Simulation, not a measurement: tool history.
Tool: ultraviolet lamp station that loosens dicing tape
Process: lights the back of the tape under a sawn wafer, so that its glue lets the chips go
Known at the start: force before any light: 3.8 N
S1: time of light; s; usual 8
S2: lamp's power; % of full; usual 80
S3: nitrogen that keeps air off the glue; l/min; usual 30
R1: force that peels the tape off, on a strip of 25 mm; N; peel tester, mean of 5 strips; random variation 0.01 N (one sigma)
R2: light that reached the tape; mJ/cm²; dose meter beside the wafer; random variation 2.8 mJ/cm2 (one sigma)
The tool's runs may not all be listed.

run   hour  S1  S2  S3     R1   R2
  1    0.0   8  80  30  0.550  348
  2   26.9   8  75  30  0.615  324
  3   44.0   8  95  30  0.400  409
  4   78.5  11  95  30  0.257  556
  5   99.5   8  80  30  0.540  336
  6  131.8   8  80  30  0.555  334
  7  153.4   8  80  17  0.723  326
  8  190.1   8  80  17  0.684  330
  9  216.8   8  80  30  0.586  330
 10  246.1   8  80  30  0.587  328
     248.7  -- window cleaned of glue's vapour
 11  280.1   8  80  30  0.597  306
 12  307.3   8  80  30  0.655  307
 13  340.6   8  80  30  0.636  305
     351.0  -- window cleaned of glue's vapour, once more
 14  372.7   8  91  30  0.459  391
 15  398.1   8  91  30  0.437  385
 16  434.8   8  91  30  0.456  384
 17  459.4   8  91  30  0.476  377
 18  481.5   7  68  30  0.891  249
 19  519.3   8  73  42  0.609  295
 20  536.9   8  73  42  0.602  299
 21  555.0   5  61  21  1.549  155
 22  571.5   5  88  37  0.967  222
 23  608.6   7  83  43  0.620  293

Forecast each of these 5 alternatives for the next run:
  A  632.7   8  83  35   ?   ?
  B  632.7   7  77  13   ?   ?
  C  632.7  14  93  50   ?   ?
  D  632.7   7  80  30   ?   ?
  E  632.7   8  67  30   ?   ?

run     R1   R2
  A  0.553  335
  B  1.035  266
  C  0.178  647
  D  0.767  278
  E  0.759  269
Without the tool's hidden state the same runs would have given:
run     R1   R2
  A  0.399  407
  B  0.802  324
  C  0.155  785
  D  0.571  338
  E  0.565  326

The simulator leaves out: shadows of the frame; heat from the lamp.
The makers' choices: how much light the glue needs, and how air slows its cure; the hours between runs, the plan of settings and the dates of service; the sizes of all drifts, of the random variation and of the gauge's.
